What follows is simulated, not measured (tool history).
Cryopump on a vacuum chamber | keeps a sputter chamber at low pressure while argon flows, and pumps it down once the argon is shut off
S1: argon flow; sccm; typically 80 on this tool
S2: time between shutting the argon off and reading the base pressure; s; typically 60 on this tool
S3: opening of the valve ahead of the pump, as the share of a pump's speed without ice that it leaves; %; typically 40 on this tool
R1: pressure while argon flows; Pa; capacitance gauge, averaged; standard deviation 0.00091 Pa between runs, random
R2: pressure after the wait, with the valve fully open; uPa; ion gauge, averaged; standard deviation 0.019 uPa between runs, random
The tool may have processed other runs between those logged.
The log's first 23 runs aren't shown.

| run | hour | S1 | S2 | S3 | R1 | R2 |
|---|---|---|---|---|---|---|
| 24 | 1566.6 | 133 | 51 | 39 | 0.3322 | 1.25 |
| 25 | 1663.5 | 133 | 51 | 39 | 0.3366 | 1.27 |
| 26 | 1717.8 | 80 | 162 | 18 | 0.4283 | 0.65 |
| 27 | 1796.1 | 119 | 36 | 35 | 0.3344 | 1.76 |
| 28 | 1885.7 | 112 | 157 | 59 | 0.1953 | 0.66 |
| 29 | 1925.8 | 112 | 157 | 59 | 0.1970 | 0.67 |
| 30 | 1976.1 | 137 | 21 | 21 | 0.6344 | 2.67 |
| 31 | 2030.6 | 137 | 21 | 21 | 0.6372 | 2.72 |
| 32 | 2087.1 | 80 | 30 | 16 | 0.4885 | 2.05 |
| 33 | 2164.3 | 80 | 30 | 16 | 0.4871 | 2.04 |
| 34 | 2236.1 | 80 | 30 | 16 | 0.4870 | 2.05 |

4 ways to go on from here, each from the tool as it stands after run 34. What would each give?
|  | 2288.1 | pump warmed up, emptied and cooled again |
| A | 2334.6 | 80 | 30 | 41 | ? | ? |
|  | 2288.1 | pump warmed up, emptied and cooled again |
| B | 2334.6 | 80 | 137 | 34 | ? | ? |
|  | 2288.1 | pump warmed up, emptied and cooled again |
| C | 2334.6 | 80 | 70 | 40 | ? | ? |
|  | 2288.1 | pump warmed up, emptied and cooled again |
| D | 2334.6 | 49 | 29 | 43 | ? | ? |

| run | R1 | R2 |
|---|---|---|
| A | 0.1874 | 1.96 |
| B | 0.2247 | 0.70 |
| C | 0.1909 | 1.06 |
| D | 0.1093 | 2.05 |
Without the tool's unlogged condition, the same runs would have read:
| run | R1 | R2 |
|---|---|---|
| A | 0.1849 | 1.77 |
| B | 0.2223 | 0.52 |
| C | 0.1885 | 0.87 |
| D | 0.1078 | 1.86 |

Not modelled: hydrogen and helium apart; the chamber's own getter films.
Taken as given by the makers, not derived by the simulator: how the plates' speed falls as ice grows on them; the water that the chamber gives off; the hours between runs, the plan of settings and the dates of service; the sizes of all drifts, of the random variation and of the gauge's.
